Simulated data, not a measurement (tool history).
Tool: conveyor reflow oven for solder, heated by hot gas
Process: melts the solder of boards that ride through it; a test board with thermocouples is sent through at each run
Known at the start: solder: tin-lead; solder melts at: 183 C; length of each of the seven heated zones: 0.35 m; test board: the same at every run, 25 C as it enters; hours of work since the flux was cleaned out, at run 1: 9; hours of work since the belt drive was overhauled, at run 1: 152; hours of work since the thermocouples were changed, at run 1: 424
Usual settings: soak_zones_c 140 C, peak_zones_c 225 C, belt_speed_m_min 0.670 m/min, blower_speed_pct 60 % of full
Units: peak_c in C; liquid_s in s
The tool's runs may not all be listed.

| run | hour | soak_zones_c | peak_zones_c | belt_speed_m_min | blower_speed_pct | hours of work since the flux was cleaned out | hours of work since the belt drive was overhauled | hours of work since the thermocouples were changed | peak_c | liquid_s |
|---|---|---|---|---|---|---|---|---|---|---|
| 1 | 0.0 | 140 | 225 | 0.670 | 60 | 9 | 152 | 424 | 207.6 | 40.8 |
| 2 | 8.0 | 140 | 225 | 0.670 | 60 | 15 | 158 | 429 | 207.3 | 40.3 |
| 3 | 16.5 | 140 | 225 | 0.670 | 60 | 21 | 164 | 436 | 207.6 | 40.4 |
| 4 | 25.4 | 140 | 225 | 0.670 | 60 | 28 | 171 | 442 | 207.6 | 40.6 |
| 5 | 30.7 | 140 | 223 | 0.670 | 60 | 32 | 175 | 446 | 206.0 | 38.7 |
| 6 | 37.6 | 140 | 223 | 0.670 | 60 | 37 | 180 | 451 | 206.0 | 38.5 |
| 7 | 42.8 | 140 | 223 | 0.670 | 60 | 40 | 184 | 455 | 205.9 | 39.0 |
| 8 | 48.8 | 140 | 225 | 0.670 | 74 | 45 | 188 | 459 | 211.1 | 44.9 |
| 9 | 54.1 | 140 | 225 | 0.670 | 60 | 49 | 192 | 463 | 206.6 | 39.9 |
| 10 | 59.5 | 140 | 225 | 0.670 | 60 | 53 | 196 | 467 | 207.3 | 40.2 |
| 11 | 65.5 | 140 | 233 | 0.670 | 60 | 57 | 200 | 471 | 214.0 | 44.6 |
| 12 | 70.9 | 140 | 232 | 0.670 | 60 | 61 | 204 | 475 | 214.0 | 44.9 |
|  | 76.5 | flux residue cleaned out of gas plates and filters |
| 13 | 80.6 | 140 | 232 | 0.670 | 60 | 3 | 208 | 479 | 213.0 | 44.8 |
| 14 | 86.8 | 140 | 232 | 0.670 | 60 | 8 | 212 | 483 | 213.3 | 44.7 |
| 15 | 95.2 | 140 | 232 | 0.670 | 60 | 14 | 218 | 490 | 213.4 | 44.7 |
| 16 | 103.0 | 129 | 232 | 0.552 | 60 | 19 | 224 | 495 | 217.2 | 55.4 |
| 17 | 111.8 | 129 | 232 | 0.552 | 60 | 26 | 230 | 502 | 217.0 | 55.4 |
|  | 122.1 | flux residue cleaned out of gas plates and filters, once more |
| 18 | 124.6 | 129 | 232 | 0.552 | 60 | 2 | 236 | 507 | 217.4 | 55.3 |
| 19 | 129.7 | 130 | 232 | 0.552 | 50 | 6 | 240 | 511 | 214.3 | 52.2 |
| 20 | 138.4 | 143 | 231 | 0.733 | 59 | 12 | 246 | 518 | 209.7 | 38.6 |
| 21 | 145.6 | 140 | 214 | 0.670 | 53 | 17 | 252 | 523 | 196.0 | 27.0 |
| 22 | 150.4 | 140 | 219 | 0.670 | 63 | 21 | 255 | 526 | 203.7 | 36.6 |
| 23 | 156.3 | 140 | 219 | 0.670 | 63 | 25 | 259 | 531 | 203.6 | 36.5 |
| 24 | 160.9 | 136 | 217 | 0.557 | 54 | 28 | 263 | 534 | 203.8 | 42.8 |
| 25 | 167.1 | 140 | 232 | 0.695 | 60 | 33 | 267 | 539 | 211.6 | 42.0 |
| 26 | 173.8 | 140 | 223 | 0.695 | 70 | 38 | 272 | 543 | 206.9 | 39.4 |
| 27 | 181.9 | 140 | 225 | 0.678 | 74 | 44 | 278 | 549 | 210.6 | 43.1 |
| 28 | 187.4 | 127 | 223 | 0.646 | 74 | 48 | 282 | 553 | 208.5 | 40.1 |
| 29 | 194.0 | 140 | 223 | 0.736 | 60 | 53 | 287 | 558 | 202.3 | 30.9 |
| 30 | 200.8 | 139 | 225 | 0.682 | 61 | 58 | 292 | 563 | 206.9 | 38.4 |

The same runs without the tool's hidden state, with the same run-to-run variation:
The hidden state here: heat that the gas passes to the board, % of a clean oven's; belt's true speed, % of the reading; true gas temperature in zones 6 and 7 over the reading, C; drift of the gauge itself on peak_c, C; drift of the gauge itself on liquid_s, %.
| run | peak_c | liquid_s |
|---|---|---|
| 1 | 208.0 | 40.9 |
| 2 | 207.8 | 40.5 |
| 3 | 208.1 | 40.6 |
| 4 | 208.2 | 40.9 |
| 5 | 206.6 | 39.0 |
| 6 | 206.7 | 38.9 |
| 7 | 206.6 | 39.4 |
| 8 | 211.8 | 45.2 |
| 9 | 207.4 | 40.3 |
| 10 | 208.1 | 40.7 |
| 11 | 214.9 | 45.0 |
| 12 | 214.9 | 45.2 |
| 13 | 214.1 | 45.3 |
| 14 | 214.4 | 45.2 |
| 15 | 214.5 | 45.3 |
| 16 | 218.3 | 55.9 |
| 17 | 218.2 | 56.0 |
| 18 | 218.2 | 55.5 |
| 19 | 215.0 | 52.4 |
| 20 | 210.5 | 39.0 |
| 21 | 196.8 | 27.9 |
| 22 | 204.6 | 37.2 |
| 23 | 204.5 | 37.1 |
| 24 | 204.6 | 43.5 |
| 25 | 212.6 | 42.4 |
| 26 | 207.9 | 40.0 |
| 27 | 211.8 | 43.7 |
| 28 | 209.8 | 40.9 |
| 29 | 203.4 | 31.8 |
| 30 | 208.1 | 39.2 |
